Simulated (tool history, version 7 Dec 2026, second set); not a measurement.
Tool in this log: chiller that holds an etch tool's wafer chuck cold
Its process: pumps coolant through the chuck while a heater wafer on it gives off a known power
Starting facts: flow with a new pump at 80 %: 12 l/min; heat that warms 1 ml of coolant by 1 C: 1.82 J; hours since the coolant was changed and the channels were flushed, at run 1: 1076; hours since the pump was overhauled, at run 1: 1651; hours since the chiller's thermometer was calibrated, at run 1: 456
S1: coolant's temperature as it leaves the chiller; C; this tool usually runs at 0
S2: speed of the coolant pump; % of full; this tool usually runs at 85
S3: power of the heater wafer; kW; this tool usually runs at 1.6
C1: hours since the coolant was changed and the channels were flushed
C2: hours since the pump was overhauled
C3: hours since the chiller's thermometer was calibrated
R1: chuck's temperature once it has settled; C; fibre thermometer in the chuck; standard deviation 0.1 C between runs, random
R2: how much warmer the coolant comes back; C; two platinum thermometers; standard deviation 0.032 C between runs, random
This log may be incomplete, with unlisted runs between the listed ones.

Run 1, hour 0: usual settings; C1 1076; C2 1651; C3 456. Result: R1 12 C, R2 4.24 C.
Run 2, hour 108.2: usual settings; C1 1185; C2 1760; C3 564. Result: R1 12.1 C, R2 4.19 C.
Run 3, hour 189.7: usual settings; C1 1266; C2 1841; C3 645. Result: R1 12.1 C, R2 4.23 C.
Run 4, hour 258: usual settings but S1 -5 C; C1 1334; C2 1909; C3 714. Result: R1 7.4 C, R2 4.31 C.
Run 5, hour 367: usual settings but S1 -5 C; C1 1443; C2 2018; C3 823. Result: R1 7.4 C, R2 4.23 C.
Run 6, hour 441.5: usual settings but S1 -5 C; C1 1518; C2 2093; C3 897. Result: R1 7.4 C, R2 4.27 C.
Run 7, hour 521.8: usual settings but S1 -5 C; C1 1598; C2 2173; C3 977. Result: R1 7.4 C, R2 4.22 C.
Run 8, hour 588.6: usual settings but S3 1.43 kW; C1 1665; C2 2240; C3 1044. Result: R1 11.2 C, R2 3.87 C.
Run 9, hour 700.5: usual settings but S3 1.863 kW; C1 1777; C2 2352; C3 1156. Result: R1 14.3 C, R2 4.98 C.
Run 10, hour 775.2: usual settings but S1 -3 C, S2 86 % of full, S3 0.914 kW; C1 1852; C2 2427; C3 1231. Result: R1 4.1 C, R2 2.4 C.
Run 11, hour 887.1: usual settings but S1 -3 C, S2 86 % of full, S3 0.914 kW; C1 1963; C2 2539; C3 1343. Result: R1 4 C, R2 2.43 C.
Run 12, hour 938.4: usual settings but S1 -7 C, S2 63 % of full, S3 0.993 kW; C1 2015; C2 2590; C3 1394. Result: R1 2.8 C, R2 3.78 C.
Run 13, hour 1051.5: usual settings but S1 -1 C, S2 63 % of full, S3 0.834 kW; C1 2128; C2 2703; C3 1507. Result: R1 7.6 C, R2 3.22 C.
Run 14, hour 1101.3: usual settings but S1 3 C, S2 99 % of full; C1 2178; C2 2753; C3 1557. Result: R1 14 C, R2 3.66 C.
Run 15, hour 1211.5: usual settings but S1 3 C, S2 99 % of full; C1 2288; C2 2863; C3 1667. Result: R1 14.4 C, R2 3.63 C.
Run 16, hour 1260.8: usual settings but S1 3 C, S2 84 % of full, S3 0.867 kW; C1 2337; C2 2912; C3 1716. Result: R1 9.9 C, R2 2.45 C.
Run 17, hour 1344.8: usual settings but S1 9 C, S2 98 % of full, S3 0.939 kW; C1 2421; C2 2996; C3 1800. Result: R1 15.9 C, R2 2.21 C.

Predict each of these 4 candidate next runs independently; none follows another, all start after run 17:
Run A, hour 1446.8: usual settings but S1 4 C, S2 100 % of full, S3 1.211 kW; C1 2523; C2 3098; C3 1902. Result: R1 ?, R2 ?.
Run B, hour 1446.8: usual settings but S1 -4 C, S2 72 % of full, S3 1.051 kW; C1 2523; C2 3098; C3 1902. Result: R1 ?, R2 ?.
Run C, hour 1446.8: usual settings but S1 9 C, S2 68 % of full, S3 0.939 kW; C1 2523; C2 3098; C3 1902. Result: R1 ?, R2 ?.
Run D, hour 1446.8: usual settings but S1 -6 C; C1 2523; C2 3098; C3 1902. Result: R1 ?, R2 ?.

run    R1    R2
  A  12.5  2.72
  B   5.8  3.46
  C  17.9  3.31
  D   6.8  4.36
With the hidden condition removed and each run's random variation left untouched, the same runs would have given:
run    R1    R2
  A  11.5  2.54
  B   4.8  3.24
  C  16.9   3.1
  D   5.5  4.08
